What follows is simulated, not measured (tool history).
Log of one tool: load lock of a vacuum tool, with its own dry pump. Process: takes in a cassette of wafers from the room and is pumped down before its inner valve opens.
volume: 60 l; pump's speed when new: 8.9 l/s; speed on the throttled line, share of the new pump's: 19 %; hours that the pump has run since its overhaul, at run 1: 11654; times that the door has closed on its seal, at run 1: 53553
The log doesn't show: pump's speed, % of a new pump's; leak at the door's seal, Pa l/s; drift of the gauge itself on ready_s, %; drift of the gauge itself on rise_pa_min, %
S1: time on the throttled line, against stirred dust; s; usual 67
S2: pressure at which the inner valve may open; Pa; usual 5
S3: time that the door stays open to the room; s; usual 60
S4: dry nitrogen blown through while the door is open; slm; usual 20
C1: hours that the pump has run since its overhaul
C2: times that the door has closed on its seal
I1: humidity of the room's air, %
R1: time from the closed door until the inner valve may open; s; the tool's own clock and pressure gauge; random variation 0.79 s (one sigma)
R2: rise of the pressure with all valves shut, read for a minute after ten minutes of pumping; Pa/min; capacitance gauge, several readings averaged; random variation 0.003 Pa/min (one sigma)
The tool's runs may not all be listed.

run	hour	S1	S2	S3	S4	C1	C2	I1	R1	R2
1	0.0	67	5	60	20	11654	53553	45.5	121.9	0.014
2	548.0	67	5	60	20	12202	55178	46.4	122.2	0.011
3	1069.2	67	5	237	20	12723	56724	44.8	121.0	0.018
4	1510.2	44	5	60	20	13164	58032	42.5	102.8	0.012
5	2017.7	67	5	60	20	13672	59537	44.5	121.2	0.008
# hour 2184.1: dry pump taken out, an overhauled one fitted
6	2265.0	67	5	60	21	81	60252	42.1	121.4	0.013
7	2659.1	67	5	60	21	475	61421	44.2	121.8	0.011
8	3003.6	67	5	60	21	820	62443	47.8	122.3	0.014
9	3331.7	67	5	60	21	1148	63416	46.2	120.7	0.014
10	3885.5	67	5	60	21	1701	65059	43.7	121.5	0.014
# hour 3924.1: door's seal changed, seat wiped
11	4229.5	67	5	60	21	2044	906	49.3	120.9	0.008
12	4635.0	127	8	60	7	2449	2108	43.7	166.4	0.016
13	4903.7	127	8	60	7	2718	2905	45.4	168.6	0.014
14	5361.1	127	8	60	7	3176	4262	44.8	167.3	0.019
15	5751.3	127	8	60	7	3566	5419	45.0	169.2	0.020
16	6008.2	60	5	60	19	3823	6181	44.4	115.6	0.011
17	6267.7	60	8	174	19	4082	6951	46.7	113.3	0.019
18	6727.5	67	5	91	20	4542	8314	45.2	122.0	0.016
19	7171.5	121	5	60	11	4986	9631	44.7	165.5	0.015
20	7495.3	67	5	95	43	5310	10592	46.0	121.3	0.005

Forecast each of these 5 alternatives for the next run:
A	7944.7	90	9	60	7	5759	11925	45.1	?	?
B	7944.7	67	5	85	20	5759	11925	44.8	?	?
C	7944.7	54	5	41	45	5759	11925	44.3	?	?
D	7944.7	67	7	95	5	5759	11925	43.6	?	?
E	7944.7	67	5	36	20	5759	11925	44.7	?	?

run	R1	R2
A	135.1	0.017
B	121.3	0.012
C	110.1	0.004
D	119.5	0.025
E	120.4	0.007
Without the tool's hidden state the same runs would have given:
run	R1	R2
A	135.1	0.017
B	121.3	0.012
C	110.1	0.004
D	119.5	0.025
E	120.4	0.007

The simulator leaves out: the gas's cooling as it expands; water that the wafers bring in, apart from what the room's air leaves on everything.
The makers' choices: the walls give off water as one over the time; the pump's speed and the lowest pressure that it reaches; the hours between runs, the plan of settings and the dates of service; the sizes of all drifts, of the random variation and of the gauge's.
